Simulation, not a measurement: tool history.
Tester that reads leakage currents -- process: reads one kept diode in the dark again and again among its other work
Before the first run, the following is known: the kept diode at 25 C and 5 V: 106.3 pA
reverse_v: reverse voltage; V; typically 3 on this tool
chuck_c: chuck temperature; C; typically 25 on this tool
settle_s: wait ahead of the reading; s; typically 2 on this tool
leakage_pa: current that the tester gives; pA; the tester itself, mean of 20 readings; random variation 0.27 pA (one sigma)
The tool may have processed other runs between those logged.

{"run": 1, "hour": 0.0, "reverse_v": 3, "chuck_c": 25, "settle_s": 2, "leakage_pa": 87}
{"run": 2, "hour": 47.4, "reverse_v": 3, "chuck_c": 25, "settle_s": 2, "leakage_pa": 86.02}
{"run": 3, "hour": 126.6, "reverse_v": 3, "chuck_c": 25, "settle_s": 2, "leakage_pa": 85.15}
{"hour": 205.5, "done": "probe card cleaned and baked"}
{"run": 4, "hour": 214.6, "reverse_v": 3, "chuck_c": 25, "settle_s": 2.28, "leakage_pa": 75.63}
{"hour": 271.3, "done": "chuck's temperature calibrated"}
{"run": 5, "hour": 300.2, "reverse_v": 17.59, "chuck_c": 25, "settle_s": 2, "leakage_pa": 168.01}
{"run": 6, "hour": 389.4, "reverse_v": 14.55, "chuck_c": 25, "settle_s": 2, "leakage_pa": 156.79}
{"run": 7, "hour": 467.1, "reverse_v": 3.63, "chuck_c": 25, "settle_s": 2, "leakage_pa": 94.88}
{"run": 8, "hour": 521.7, "reverse_v": 3.63, "chuck_c": 25, "settle_s": 2, "leakage_pa": 93.4}
{"run": 9, "hour": 571.5, "reverse_v": 3, "chuck_c": 25, "settle_s": 2, "leakage_pa": 87.06}
{"run": 10, "hour": 666.6, "reverse_v": 3, "chuck_c": 44, "settle_s": 2, "leakage_pa": 445.66}
{"run": 11, "hour": 713.9, "reverse_v": 3, "chuck_c": 44, "settle_s": 2, "leakage_pa": 443.84}
{"run": 12, "hour": 810.7, "reverse_v": 3, "chuck_c": 44, "settle_s": 2, "leakage_pa": 437.56}
{"run": 13, "hour": 893.0, "reverse_v": 3, "chuck_c": 42, "settle_s": 2, "leakage_pa": 365.76}
{"run": 14, "hour": 973.6, "reverse_v": 1.42, "chuck_c": 25, "settle_s": 2, "leakage_pa": 62.48}
{"run": 15, "hour": 1018.4, "reverse_v": 1.42, "chuck_c": 25, "settle_s": 2, "leakage_pa": 62.16}
{"hour": 1066.5, "done": "chuck's temperature calibrated"}
{"run": 16, "hour": 1121.3, "reverse_v": 3, "chuck_c": 24, "settle_s": 2, "leakage_pa": 85.69}
{"run": 17, "hour": 1193.0, "reverse_v": 3, "chuck_c": 25, "settle_s": 2, "leakage_pa": 92.69}
{"run": 18, "hour": 1268.9, "reverse_v": 3, "chuck_c": 25, "settle_s": 2, "leakage_pa": 92.02}
{"run": 19, "hour": 1331.8, "reverse_v": 3, "chuck_c": 25, "settle_s": 2, "leakage_pa": 90.94}
{"run": 20, "hour": 1415.2, "reverse_v": 7.58, "chuck_c": 25, "settle_s": 2, "leakage_pa": 129.07}
{"run": 21, "hour": 1518.4, "reverse_v": 7.58, "chuck_c": 25, "settle_s": 2, "leakage_pa": 128.61}
{"run": 22, "hour": 1577.5, "reverse_v": 7.58, "chuck_c": 25, "settle_s": 2, "leakage_pa": 127.94}
{"run": 23, "hour": 1676.7, "reverse_v": 2.4, "chuck_c": 40, "settle_s": 0.93, "leakage_pa": 289.65}
{"run": 24, "hour": 1731.9, "reverse_v": 17.5, "chuck_c": 33, "settle_s": 2, "leakage_pa": 339.84}
{"run": 25, "hour": 1819.0, "reverse_v": 12.85, "chuck_c": 25, "settle_s": 2, "leakage_pa": 158.91}
{"hour": 1863.2, "done": "chuck's temperature calibrated"}
{"run": 26, "hour": 1879.0, "reverse_v": 7.53, "chuck_c": 29, "settle_s": 2, "leakage_pa": 196.78}
{"run": 27, "hour": 1961.8, "reverse_v": 2.83, "chuck_c": 29, "settle_s": 8.49, "leakage_pa": 132.77}
{"run": 28, "hour": 2041.7, "reverse_v": 3.4, "chuck_c": 34, "settle_s": 0.64, "leakage_pa": 216.16}
{"run": 29, "hour": 2084.9, "reverse_v": 3.4, "chuck_c": 34, "settle_s": 0.64, "leakage_pa": 215.7}
{"run": 30, "hour": 2130.8, "reverse_v": 3.4, "chuck_c": 34, "settle_s": 0.64, "leakage_pa": 214.59}
{"run": 31, "hour": 2203.0, "reverse_v": 3.4, "chuck_c": 34, "settle_s": 0.64, "leakage_pa": 212.19}
{"hour": 2257.7, "done": "probe card cleaned and baked"}
{"run": 32, "hour": 2308.0, "reverse_v": 3.4, "chuck_c": 34, "settle_s": 0.64, "leakage_pa": 198.66}
{"run": 33, "hour": 2390.8, "reverse_v": 3, "chuck_c": 26, "settle_s": 0.31, "leakage_pa": 93.58}
{"run": 34, "hour": 2463.5, "reverse_v": 1.75, "chuck_c": 56, "settle_s": 0.86, "leakage_pa": 939.41}
{"run": 35, "hour": 2544.9, "reverse_v": 1.75, "chuck_c": 56, "settle_s": 0.86, "leakage_pa": 923.47}
{"run": 36, "hour": 2620.3, "reverse_v": 4.82, "chuck_c": 25, "settle_s": 2, "leakage_pa": 94.84}
{"hour": 2661.2, "done": "chuck's temperature calibrated"}
{"run": 37, "hour": 2695.5, "reverse_v": 13.68, "chuck_c": 22, "settle_s": 2, "leakage_pa": 125.87}
{"run": 38, "hour": 2799.0, "reverse_v": 3, "chuck_c": 21, "settle_s": 2, "leakage_pa": 63.95}
{"run": 39, "hour": 2869.4, "reverse_v": 3, "chuck_c": 21, "settle_s": 2, "leakage_pa": 62.95}

Here are 4 independent what-if runs from the current tool condition. What would each one return?
{"run": "A", "hour": 2963.9, "reverse_v": 3, "chuck_c": 31, "settle_s": 0.49, "leakage_pa": "?"}
{"run": "B", "hour": 2963.9, "reverse_v": 3, "chuck_c": 59, "settle_s": 4.54, "leakage_pa": "?"}
{"run": "C", "hour": 2963.9, "reverse_v": 4.61, "chuck_c": 38, "settle_s": 0.44, "leakage_pa": "?"}
{"run": "D", "hour": 2963.9, "reverse_v": 2.18, "chuck_c": 21, "settle_s": 2, "leakage_pa": "?"}

run=A leakage_pa=154.13
run=B leakage_pa=1509.36
run=C leakage_pa=329.18
run=D leakage_pa=55.63
Without the tool's hidden state the same runs would have given:
run=A leakage_pa=156
run=B leakage_pa=1546.12
run=C leakage_pa=334.48
run=D leakage_pa=55.29
